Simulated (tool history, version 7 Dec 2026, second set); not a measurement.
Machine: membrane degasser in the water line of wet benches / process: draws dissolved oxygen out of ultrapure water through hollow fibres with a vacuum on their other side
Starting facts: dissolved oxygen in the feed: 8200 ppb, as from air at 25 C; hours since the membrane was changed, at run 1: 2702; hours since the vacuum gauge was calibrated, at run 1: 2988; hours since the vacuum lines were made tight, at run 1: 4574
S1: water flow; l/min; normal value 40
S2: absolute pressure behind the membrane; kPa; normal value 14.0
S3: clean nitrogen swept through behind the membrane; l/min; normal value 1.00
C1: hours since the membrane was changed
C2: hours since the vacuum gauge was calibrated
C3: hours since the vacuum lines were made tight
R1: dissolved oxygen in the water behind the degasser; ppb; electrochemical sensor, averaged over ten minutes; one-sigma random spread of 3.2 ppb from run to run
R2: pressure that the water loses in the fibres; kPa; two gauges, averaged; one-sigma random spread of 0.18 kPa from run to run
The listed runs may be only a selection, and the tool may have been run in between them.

run	day	S1	S2	S3	C1	C2	C3	R1	R2
1	0.000	40	14.0	1.00	2702	2988	4574	804.3	34.29
2	2.071	40	14.0	1.00	2751	3038	4624	814.4	34.47
3	4.846	26	14.0	1.00	2818	3104	4690	581.8	22.36
4	8.508	26	14.0	1.00	2906	3192	4778	581.6	22.36
5	11.092	26	14.0	1.00	2968	3254	4840	584.0	22.56
6	13.271	41	14.0	1.00	3020	3306	4892	830.9	35.02
7	17.417	41	14.0	1.00	3120	3406	4992	827.5	35.30
8	21.238	40	14.0	1.00	3211	3498	5084	815.0	34.68
9	24.000	40	14.0	1.00	3278	3564	5150	812.8	34.81
10	28.458	40	14.0	0.96	3385	3671	5257	845.0	34.54
11	31.850	40	14.0	0.96	3466	3752	5338	838.4	34.89
12	36.350	40	14.0	1.00	3574	3860	5446	811.5	34.63
13	39.450	40	14.0	1.00	3649	3935	5521	814.8	34.76
14	42.525	60	33.1	0.55	3722	4008	5595	3428.1	51.92
15	47.200	40	19.5	0.77	3835	4121	5707	1398.7	34.72
16	51.417	36	15.2	1.23	3936	4222	5808	705.7	31.29
17	55.250	37	32.4	2.96	4028	4314	5900	794.2	32.51
18	58.621	37	32.4	2.96	4109	4395	5981	789.6	32.35
19	62.938	37	31.5	0.63	4212	4498	6084	2366.4	32.30
20	65.142	31	14.0	1.00	4265	4551	6137	672.1	27.08
# day 67.325: seals of the vacuum lines changed
21	69.592	31	14.0	1.00	4370	4656	54	668.8	27.11
22	72.229	31	14.0	1.00	4433	4719	118	670.0	27.06
23	75.908	25	12.2	1.14	4522	4808	206	428.6	21.61
24	78.650	56	24.5	1.00	4587	4873	272	1867.7	48.77
25	82.229	56	24.5	1.00	4673	4959	358	1877.2	48.62

Predict each of these 4 candidate next runs independently; none follows another, all start after run 25:
A	86.921	33	17.4	1.46	4786	5072	470	?	?
B	86.921	55	9.0	2.93	4786	5072	470	?	?
C	86.921	56	24.5	0.87	4786	5072	470	?	?
D	86.921	26	14.4	0.74	4786	5072	470	?	?

run	R1	R2
A	668.4	28.97
B	276.8	48.15
C	2012.0	48.65
D	766.2	22.61
Take away the tool's hidden state, keep each run's random variation, and the runs would have read:
run	R1	R2
A	657.1	27.83
B	261.3	46.25
C	1991.1	46.71
D	751.1	21.72
